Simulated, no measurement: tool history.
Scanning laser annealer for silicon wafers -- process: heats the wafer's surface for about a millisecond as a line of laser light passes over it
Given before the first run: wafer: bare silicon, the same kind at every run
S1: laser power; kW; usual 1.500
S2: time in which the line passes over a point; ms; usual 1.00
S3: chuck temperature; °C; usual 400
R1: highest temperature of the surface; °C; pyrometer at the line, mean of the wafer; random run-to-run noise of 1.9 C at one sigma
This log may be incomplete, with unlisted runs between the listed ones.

run 1 hour=0.0 | S1=1.500 S2=1.00 S3=400 | R1=1190
run 2 hour=34.9 | S1=1.500 S2=1.00 S3=400 | R1=1189
run 3 hour=67.8 | S1=1.500 S2=1.00 S3=400 | R1=1184
run 4 hour=105.5 | S1=1.500 S2=1.00 S3=400 | R1=1179
run 5 hour=131.9 | S1=1.500 S2=1.00 S3=400 | R1=1179
run 6 hour=167.2 | S1=1.500 S2=1.00 S3=400 | R1=1175
run 7 hour=189.5 | S1=1.500 S2=1.00 S3=400 | R1=1171
run 8 hour=219.8 | S1=1.606 S2=1.00 S3=400 | R1=1242
run 9 hour=239.4 | S1=1.606 S2=1.00 S3=400 | R1=1239
run 10 hour=276.3 | S1=1.500 S2=1.14 S3=400 | R1=1210
-- hour=298.1 optics aligned, line set to its width
run 11 hour=318.3 | S1=1.500 S2=1.00 S3=386 | R1=1166
run 12 hour=339.9 | S1=1.500 S2=1.00 S3=400 | R1=1181
run 13 hour=373.3 | S1=1.298 S2=1.00 S3=400 | R1=1040
run 14 hour=395.4 | S1=1.298 S2=0.75 S3=400 | R1=956
run 15 hour=435.9 | S1=1.500 S2=1.00 S3=400 | R1=1167
run 16 hour=469.9 | S1=1.500 S2=1.00 S3=400 | R1=1166
-- hour=500.4 window over the wafer cleaned
run 17 hour=514.3 | S1=1.281 S2=1.00 S3=400 | R1=1058
run 18 hour=550.1 | S1=1.500 S2=1.00 S3=400 | R1=1211
run 19 hour=568.7 | S1=1.500 S2=1.00 S3=400 | R1=1207
run 20 hour=598.2 | S1=1.500 S2=1.00 S3=396 | R1=1200
run 21 hour=632.1 | S1=1.376 S2=1.16 S3=362 | R1=1127
run 22 hour=657.5 | S1=1.376 S2=1.16 S3=362 | R1=1120
-- hour=664.0 laser's power meter calibrated
run 23 hour=690.2 | S1=1.614 S2=0.97 S3=399 | R1=1261
run 24 hour=716.3 | S1=1.614 S2=0.97 S3=399 | R1=1260
run 25 hour=752.2 | S1=1.323 S2=0.79 S3=409 | R1=1009
run 26 hour=796.1 | S1=1.576 S2=1.20 S3=409 | R1=1317
run 27 hour=822.4 | S1=1.322 S2=0.72 S3=409 | R1=977
run 28 hour=860.4 | S1=1.322 S2=0.72 S3=409 | R1=980
run 29 hour=890.7 | S1=1.322 S2=0.72 S3=409 | R1=973
-- hour=898.0 laser's power meter calibrated, once more
run 30 hour=923.8 | S1=1.322 S2=0.72 S3=409 | R1=972
run 31 hour=951.1 | S1=1.497 S2=0.96 S3=400 | R1=1146
run 32 hour=978.2 | S1=1.566 S2=1.10 S3=436 | R1=1279
run 33 hour=1019.3 | S1=1.581 S2=1.00 S3=413 | R1=1227
run 34 hour=1049.2 | S1=1.329 S2=0.80 S3=421 | R1=1002
-- hour=1057.2 window over the wafer cleaned
run 35 hour=1078.7 | S1=1.312 S2=0.80 S3=394 | R1=1001
run 36 hour=1107.3 | S1=1.500 S2=0.90 S3=400 | R1=1163
run 37 hour=1137.9 | S1=1.500 S2=0.90 S3=400 | R1=1160
run 38 hour=1164.0 | S1=1.305 S2=0.90 S3=406 | R1=1036
run 39 hour=1185.7 | S1=1.305 S2=0.90 S3=406 | R1=1033

Forecast each of these 3 alternatives for the next run:
run A hour=1222.8 | S1=1.500 S2=1.07 S3=400 | R1=?
run B hour=1222.8 | S1=1.489 S2=1.08 S3=430 | R1=?
run C hour=1222.8 | S1=1.419 S2=0.94 S3=411 | R1=?

run=A R1=1213
run=B R1=1238
run=C R1=1124
Had the tool no hidden state, the same runs would have come out as:
run=A R1=1243
run=B R1=1269
run=C R1=1151
